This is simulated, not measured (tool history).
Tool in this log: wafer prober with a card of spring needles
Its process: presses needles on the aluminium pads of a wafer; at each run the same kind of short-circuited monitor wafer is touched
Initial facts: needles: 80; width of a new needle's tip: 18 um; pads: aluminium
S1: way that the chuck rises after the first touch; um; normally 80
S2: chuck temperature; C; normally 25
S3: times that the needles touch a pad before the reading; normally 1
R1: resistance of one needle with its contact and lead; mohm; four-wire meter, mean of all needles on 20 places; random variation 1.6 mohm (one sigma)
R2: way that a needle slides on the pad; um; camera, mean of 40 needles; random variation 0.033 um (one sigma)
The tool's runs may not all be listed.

run	hour	S1	S2	S3	R1	R2
1	0	80	25	1	161	11.9
# hour 8.1: tips cleaned on abrasive film
# hour 16.2: tips cleaned on abrasive film
# hour 26.3: tips cleaned on abrasive film
# hour 36.4: tips cleaned on abrasive film
2	42.8	80	25	1	160	12.01
# hour 44.9: tips cleaned on abrasive film
# hour 55: tips cleaned on abrasive film
# hour 65: tips cleaned on abrasive film
3	68.2	80	25	1	160	11.93
# hour 74.3: tips cleaned on abrasive film
# hour 84.4: tips cleaned on abrasive film
# hour 94.5: tips cleaned on abrasive film
# hour 103.4: tips cleaned on abrasive film
4	103.4	80	25	1	159	11.94
# hour 113.3: tips cleaned on abrasive film
# hour 121.6: height of the first contact set anew
# hour 123.7: tips cleaned on abrasive film
# hour 133.8: tips cleaned on abrasive film
# hour 143.9: tips cleaned on abrasive film
5	147.9	99	25	1	156	14.85
# hour 154: tips cleaned on abrasive film
# hour 162.1: tips cleaned on abrasive film
# hour 172.1: tips cleaned on abrasive film
6	176.4	99	25	1	160	14.89
# hour 180.5: tips cleaned on abrasive film
# hour 190.6: tips cleaned on abrasive film
# hour 200.7: tips cleaned on abrasive film
7	207	80	25	2	159	11.96
# hour 209.1: tips cleaned on abrasive film
# hour 217.2: tips cleaned on abrasive film
# hour 225.3: tips cleaned on abrasive film
8	233.1	89	30	1	157	13.36
# hour 235.2: tips cleaned on abrasive film
# hour 243.3: tips cleaned on abrasive film
# hour 253.4: tips cleaned on abrasive film
9	261.2	66	116	3	181	9.96
# hour 263.3: tips cleaned on abrasive film
# hour 273.4: tips cleaned on abrasive film
# hour 283.4: tips cleaned on abrasive film
# hour 293.3: tips cleaned on abrasive film
10	294.5	84	95	2	171	12.67
# hour 302.4: tips cleaned on abrasive film
# hour 312.5: tips cleaned on abrasive film
# hour 320.6: tips cleaned on abrasive film
# hour 322.9: height of the first contact set anew
11	323.9	98	46	1	162	14.76
# hour 329.8: tips cleaned on abrasive film
# hour 337.9: tips cleaned on abrasive film
# hour 346: tips cleaned on abrasive film
# hour 355.9: tips cleaned on abrasive film
12	356.8	90	30	1	160	13.52
# hour 364.9: tips cleaned on abrasive film
# hour 373: tips cleaned on abrasive film
# hour 381.1: tips cleaned on abrasive film
13	388.9	91	113	1	173	13.76

Below are 5 alternative next runs, each starting from the tool's condition after run 13. Predict each:
# hour 391: tips cleaned on abrasive film
# hour 401.1: tips cleaned on abrasive film
# hour 409.2: tips cleaned on abrasive film
# hour 419.3: tips cleaned on abrasive film
# hour 429.3: tips cleaned on abrasive film
A	434.4	80	122	1	?	?
# hour 391: tips cleaned on abrasive film
# hour 401.1: tips cleaned on abrasive film
# hour 409.2: tips cleaned on abrasive film
# hour 419.3: tips cleaned on abrasive film
# hour 429.3: tips cleaned on abrasive film
B	434.4	80	25	1	?	?
# hour 391: tips cleaned on abrasive film
# hour 401.1: tips cleaned on abrasive film
# hour 409.2: tips cleaned on abrasive film
# hour 419.3: tips cleaned on abrasive film
# hour 429.3: tips cleaned on abrasive film
C	434.4	79	41	2	?	?
# hour 391: tips cleaned on abrasive film
# hour 401.1: tips cleaned on abrasive film
# hour 409.2: tips cleaned on abrasive film
# hour 419.3: tips cleaned on abrasive film
# hour 429.3: tips cleaned on abrasive film
D	434.4	77	113	3	?	?
# hour 391: tips cleaned on abrasive film
# hour 401.1: tips cleaned on abrasive film
# hour 409.2: tips cleaned on abrasive film
# hour 419.3: tips cleaned on abrasive film
# hour 429.3: tips cleaned on abrasive film
E	434.4	91	120	1	?	?

run	R1	R2
A	178	12.06
B	163	12.09
C	163	11.9
D	179	11.57
E	181	13.69
With no hidden state in the tool, these same runs would have given:
run	R1	R2
A	178	11.92
B	162	11.95
C	163	11.76
D	179	11.44
E	180	13.53
